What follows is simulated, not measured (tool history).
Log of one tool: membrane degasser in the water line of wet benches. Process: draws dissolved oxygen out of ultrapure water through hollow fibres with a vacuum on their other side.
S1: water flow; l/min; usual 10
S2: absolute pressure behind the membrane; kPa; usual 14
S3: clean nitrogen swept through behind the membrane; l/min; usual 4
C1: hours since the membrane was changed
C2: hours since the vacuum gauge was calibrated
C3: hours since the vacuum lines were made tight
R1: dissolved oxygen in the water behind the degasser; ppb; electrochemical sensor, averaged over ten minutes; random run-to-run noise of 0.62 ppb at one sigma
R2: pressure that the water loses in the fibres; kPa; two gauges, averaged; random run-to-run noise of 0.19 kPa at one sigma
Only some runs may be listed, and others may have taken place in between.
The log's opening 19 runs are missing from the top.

run 20 day=45.958 | S1=14 S2=12.3 S3=3.68 | C1=3215 C2=4026 C3=1975 | R1=115.2 R2=55.5
run 21 day=47.525 | S1=6 S2=13.7 S3=2.53 | C1=3252 C2=4064 C3=2013 | R1=64.4 R2=23.96
run 22 day=50.546 | S1=6 S2=13.7 S3=2.53 | C1=3325 C2=4136 C3=2085 | R1=64.2 R2=23.98
run 23 day=52.933 | S1=15 S2=13.7 S3=1.84 | C1=3382 C2=4194 C3=2142 | R1=236.3 R2=59.85
run 24 day=56.554 | S1=10 S2=13.7 S3=2.37 | C1=3469 C2=4281 C3=2229 | R1=120 R2=39.83
run 25 day=58.629 | S1=9 S2=11.9 S3=2.77 | C1=3519 C2=4330 C3=2279 | R1=79 R2=35.85
run 26 day=61.642 | S1=9 S2=11.9 S3=2.77 | C1=3591 C2=4403 C3=2351 | R1=78.4 R2=35.8
run 27 day=64.942 | S1=9 S2=14.9 S3=2.77 | C1=3670 C2=4482 C3=2431 | R1=102.3 R2=36
run 28 day=67.2 | S1=9 S2=14.9 S3=2.77 | C1=3725 C2=4536 C3=2485 | R1=101.9 R2=35.26
run 29 day=69.121 | S1=15 S2=13.7 S3=10.36 | C1=3771 C2=4582 C3=2531 | R1=74 R2=59.44
run 30 day=71.292 | S1=7 S2=10.6 S3=3.48 | C1=3823 C2=4634 C3=2583 | R1=41 R2=27.51
run 31 day=73.288 | S1=7 S2=10.6 S3=3.48 | C1=3871 C2=4682 C3=2631 | R1=41.6 R2=27.84
run 32 day=76.196 | S1=14 S2=14 S3=4.74 | C1=3940 C2=4752 C3=2701 | R1=108.8 R2=55.69

Alternative continuations, all from the tool just after run 32; predict every row:
run A day=77.921 | S1=10 S2=17.8 S3=4 | C1=3982 C2=4793 C3=2742 | R1=? R2=?
run B day=77.921 | S1=10 S2=13.2 S3=4 | C1=3982 C2=4793 C3=2742 | R1=? R2=?
run C day=77.921 | S1=11 S2=30 S3=7.2 | C1=3982 C2=4793 C3=2742 | R1=? R2=?

run=A R1=102.3 R2=39.67
run=B R1=73.9 R2=40.01
run=C R1=116.6 R2=43.97
Take away the tool's hidden state, keep each run's random variation, and the runs would have read:
run=A R1=99.7 R2=38.91
run=B R1=71.6 R2=39.24
run=C R1=113.7 R2=43.13
